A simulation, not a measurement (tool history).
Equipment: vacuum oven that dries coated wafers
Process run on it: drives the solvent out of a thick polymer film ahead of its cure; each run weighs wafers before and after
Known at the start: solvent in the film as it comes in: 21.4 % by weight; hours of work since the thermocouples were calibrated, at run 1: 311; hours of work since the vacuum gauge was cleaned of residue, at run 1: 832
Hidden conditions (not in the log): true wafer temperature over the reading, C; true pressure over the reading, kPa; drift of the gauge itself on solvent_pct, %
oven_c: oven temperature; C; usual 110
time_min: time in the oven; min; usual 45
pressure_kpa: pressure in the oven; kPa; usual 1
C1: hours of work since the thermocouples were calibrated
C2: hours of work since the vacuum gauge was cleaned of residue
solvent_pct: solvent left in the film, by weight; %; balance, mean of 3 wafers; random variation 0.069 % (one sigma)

Run 1, hour 0: usual settings; C1 311; C2 832. Result: solvent_pct 5.05 %.
Run 2, hour 67.1: usual settings; C1 349; C2 870. Result: solvent_pct 5.25 %.
Run 3, hour 118.9: usual settings; C1 378; C2 899. Result: solvent_pct 5.17 %.
Run 4, hour 163: usual settings but pressure_kpa 2.97 kPa; C1 403; C2 924. Result: solvent_pct 8.29 %.
Run 5, hour 223.1: usual settings but pressure_kpa 2.97 kPa; C1 438; C2 959. Result: solvent_pct 8.25 %.
Run 6, hour 297.8: usual settings; C1 480; C2 1001. Result: solvent_pct 5.56 %.
Run 7, hour 343.7: usual settings; C1 506; C2 1027. Result: solvent_pct 5.4 %.
Run 8, hour 412.8: usual settings; C1 545; C2 1066. Result: solvent_pct 5.52 %.
Run 9, hour 479.6: usual settings; C1 583; C2 1104. Result: solvent_pct 5.63 %.
At hour 547.3: oven's thermocouples calibrated.
Run 10, hour 559.9: usual settings; C1 7; C2 1149. Result: solvent_pct 5.35 %.
Run 11, hour 615.9: usual settings; C1 39; C2 1181. Result: solvent_pct 5.48 %.
Run 12, hour 698.6: usual settings; C1 86; C2 1228. Result: solvent_pct 5.42 %.
Run 13, hour 732.1: usual settings; C1 105; C2 1247. Result: solvent_pct 5.5 %.
Run 14, hour 811.8: usual settings; C1 150; C2 1292. Result: solvent_pct 5.5 %.
Run 15, hour 873: usual settings but time_min 36 min; C1 185; C2 1327. Result: solvent_pct 6.79 %.
Run 16, hour 909.5: usual settings but time_min 52 min; C1 206; C2 1348. Result: solvent_pct 4.84 %.
Run 17, hour 984.9: usual settings but oven_c 98 C; C1 249; C2 1391. Result: solvent_pct 10.45 %.
Run 18, hour 1036.8: usual settings but oven_c 106 C; C1 278; C2 1420. Result: solvent_pct 7.2 %.
Run 19, hour 1073.9: usual settings but oven_c 106 C; C1 299; C2 1441. Result: solvent_pct 7.18 %.
Run 20, hour 1126.9: usual settings but oven_c 106 C; C1 330; C2 1471. Result: solvent_pct 7.44 %.
Run 21, hour 1199.4: usual settings but oven_c 106 C; C1 371; C2 1513. Result: solvent_pct 7.31 %.
Run 22, hour 1282.8: usual settings but oven_c 106 C; C1 418; C2 1560. Result: solvent_pct 7.43 %.
Run 23, hour 1320.9: usual settings but oven_c 106 C; C1 440; C2 1582. Result: solvent_pct 7.33 %.
Run 24, hour 1370.8: usual settings but time_min 40 min, pressure_kpa 3.95 kPa; C1 468; C2 1610. Result: solvent_pct 10.34 %.
Run 25, hour 1412.1: usual settings but time_min 40 min, pressure_kpa 3.95 kPa; C1 492; C2 1634. Result: solvent_pct 10.58 %.
Run 26, hour 1484.2: usual settings but pressure_kpa 0.74 kPa; C1 533; C2 1674. Result: solvent_pct 5.51 %.
Run 27, hour 1543.6: usual settings but oven_c 98 C, pressure_kpa 0.74 kPa; C1 566; C2 1708. Result: solvent_pct 10.56 %.
Run 28, hour 1612.2: usual settings but oven_c 98 C, pressure_kpa 0.74 kPa; C1 605; C2 1747. Result: solvent_pct 10.49 %.
At hour 1642.8: oven's thermocouples calibrated.
Run 29, hour 1649.7: usual settings but oven_c 102 C, time_min 74 min, pressure_kpa 1.66 kPa; C1 4; C2 1767. Result: solvent_pct 7.23 %.
Run 30, hour 1707.5: usual settings but oven_c 102 C, time_min 74 min, pressure_kpa 1.66 kPa; C1 37; C2 1800. Result: solvent_pct 7.27 %.
Run 31, hour 1743.5: usual settings but oven_c 118 C, time_min 24 min, pressure_kpa 1.28 kPa; C1 57; C2 1821. Result: solvent_pct 5.99 %.
Run 32, hour 1793.5: usual settings but oven_c 118 C, time_min 24 min, pressure_kpa 1.28 kPa; C1 86; C2 1849. Result: solvent_pct 5.98 %.
Run 33, hour 1850.4: usual settings but time_min 66 min, pressure_kpa 0.55 kPa; C1 118; C2 1882. Result: solvent_pct 3.2 %.
Run 34, hour 1915.9: usual settings but time_min 66 min, pressure_kpa 0.55 kPa; C1 155; C2 1919. Result: solvent_pct 3.3 %.
Run 35, hour 1972.1: usual settings but oven_c 99 C, time_min 33 min, pressure_kpa 0.89 kPa; C1 187; C2 1951. Result: solvent_pct 11.59 %.
At hour 2013.6: vacuum gauge cleaned of residue and calibrated.
Run 36, hour 2034.4: usual settings but oven_c 99 C, time_min 25 min, pressure_kpa 1.44 kPa; C1 222; C2 12. Result: solvent_pct 12.97 %.
Run 37, hour 2109: usual settings but pressure_kpa 0.73 kPa; C1 264; C2 54. Result: solvent_pct 4.52 %.
Run 38, hour 2148.2: usual settings but oven_c 124 C, pressure_kpa 0.57 kPa; C1 286; C2 76. Result: solvent_pct 1.08 %.
Run 39, hour 2207.7: usual settings but time_min 77 min, pressure_kpa 2.58 kPa; C1 320; C2 110. Result: solvent_pct 5.16 %.
Run 40, hour 2282: usual settings but oven_c 118 C, time_min 64 min, pressure_kpa 0.91 kPa; C1 363; C2 153. Result: solvent_pct 1.56 %.
Run 41, hour 2348.2: usual settings but oven_c 118 C, time_min 64 min, pressure_kpa 0.91 kPa; C1 400; C2 190. Result: solvent_pct 1.64 %.
Run 42, hour 2413.6: usual settings but oven_c 118 C, time_min 64 min, pressure_kpa 0.91 kPa; C1 437; C2 227. Result: solvent_pct 1.61 %.
Run 43, hour 2495.7: usual settings but oven_c 118 C, time_min 64 min, pressure_kpa 0.91 kPa; C1 484; C2 274. Result: solvent_pct 1.69 %.
Run 44, hour 2567.2: usual settings but oven_c 117 C, time_min 35 min, pressure_kpa 1.77 kPa; C1 525; C2 315. Result: solvent_pct 4.77 %.
Run 45, hour 2628.9: usual settings but oven_c 117 C, time_min 35 min, pressure_kpa 1.77 kPa; C1 560; C2 350. Result: solvent_pct 4.92 %.

Consider 4 possible next runs. They are alternatives, not a sequence: every one starts from the tool as it was left by run 45. What does each give?
Run A, hour 2701.2: usual settings but oven_c 117 C, time_min 66 min, pressure_kpa 1.77 kPa; C1 601; C2 391. Result: solvent_pct ?.
Run B, hour 2701.2: usual settings but oven_c 101 C, pressure_kpa 2.67 kPa; C1 601; C2 391. Result: solvent_pct ?.
Run C, hour 2701.2: usual settings but oven_c 104 C, time_min 50 min, pressure_kpa 1.04 kPa; C1 601; C2 391. Result: solvent_pct ?.
Run D, hour 2701.2: usual settings but oven_c 121 C, time_min 30 min, pressure_kpa 0.56 kPa; C1 601; C2 391. Result: solvent_pct ?.

run  solvent_pct
  A         3.04
  B        11.49
  C         6.93
  D         3.02
What these runs would have given with no unlogged condition in the tool:
run  solvent_pct
  A         2.75
  B        10.97
  C         6.44
  D         2.69
